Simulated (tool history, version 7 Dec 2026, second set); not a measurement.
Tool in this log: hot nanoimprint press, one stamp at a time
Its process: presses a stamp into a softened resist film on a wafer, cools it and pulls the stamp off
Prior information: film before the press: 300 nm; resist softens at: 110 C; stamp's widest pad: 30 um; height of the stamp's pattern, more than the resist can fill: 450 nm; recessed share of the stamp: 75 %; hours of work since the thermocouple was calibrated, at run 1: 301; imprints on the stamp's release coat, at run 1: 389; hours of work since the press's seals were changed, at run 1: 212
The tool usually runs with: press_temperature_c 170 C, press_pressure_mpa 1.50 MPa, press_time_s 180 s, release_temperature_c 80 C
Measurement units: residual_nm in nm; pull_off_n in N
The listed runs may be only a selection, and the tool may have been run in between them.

| run | hour | press_temperature_c | press_pressure_mpa | press_time_s | release_temperature_c | hours of work since the thermocouple was calibrated | imprints on the stamp's release coat | hours of work since the press's seals were changed | residual_nm | pull_off_n |
|---|---|---|---|---|---|---|---|---|---|---|
| 1 | 0.0 | 170 | 1.50 | 180 | 80 | 301 | 389 | 212 | 105.5 | 107 |
| 2 | 58.5 | 170 | 1.50 | 281 | 80 | 335 | 502 | 245 | 85.0 | 112 |
| 3 | 138.7 | 170 | 1.50 | 281 | 80 | 380 | 657 | 291 | 84.3 | 119 |
| 4 | 208.5 | 170 | 1.50 | 281 | 80 | 420 | 792 | 331 | 83.4 | 118 |
| 5 | 268.1 | 170 | 1.50 | 180 | 80 | 454 | 907 | 365 | 99.4 | 118 |
| 6 | 348.4 | 170 | 1.50 | 180 | 80 | 499 | 1062 | 410 | 99.5 | 123 |
| 7 | 399.0 | 170 | 1.50 | 180 | 80 | 528 | 1160 | 439 | 98.5 | 124 |
| 8 | 441.9 | 170 | 1.50 | 180 | 85 | 553 | 1243 | 463 | 97.2 | 123 |
| 9 | 485.3 | 170 | 0.93 | 180 | 80 | 577 | 1327 | 488 | 122.8 | 132 |
|  | 493.8 | plate thermocouple calibrated |
|  | 510.2 | stamp cleaned and given a new release coat |
| 10 | 543.8 | 170 | 0.93 | 180 | 80 | 25 | 65 | 516 | 137.2 | 100 |
| 11 | 594.6 | 170 | 0.93 | 180 | 80 | 54 | 163 | 545 | 137.8 | 102 |
| 12 | 679.3 | 170 | 0.93 | 180 | 80 | 102 | 327 | 593 | 136.6 | 108 |
| 13 | 771.2 | 167 | 1.50 | 180 | 80 | 154 | 504 | 646 | 134.4 | 109 |
|  | 805.5 | press's hydraulic seals changed and the load cell set to zero |
| 14 | 833.4 | 167 | 1.50 | 180 | 80 | 185 | 609 | 16 | 130.4 | 115 |
| 15 | 917.2 | 167 | 1.50 | 180 | 80 | 233 | 771 | 63 | 129.8 | 119 |
| 16 | 970.2 | 167 | 1.50 | 180 | 68 | 263 | 873 | 94 | 131.5 | 147 |

For run 17, what comes out?
| 17 | 1027.4 | 166 | 2.28 | 180 | 80 | 295 | 984 | 126 | ? | ? |

{"run 17": {"residual_nm": 113.6, "pull_off_n": 122}}
If the tool had no hidden condition, the same run with the same run-to-run variation would have returned residual_nm 121.2 nm, pull_off_n 97 N.
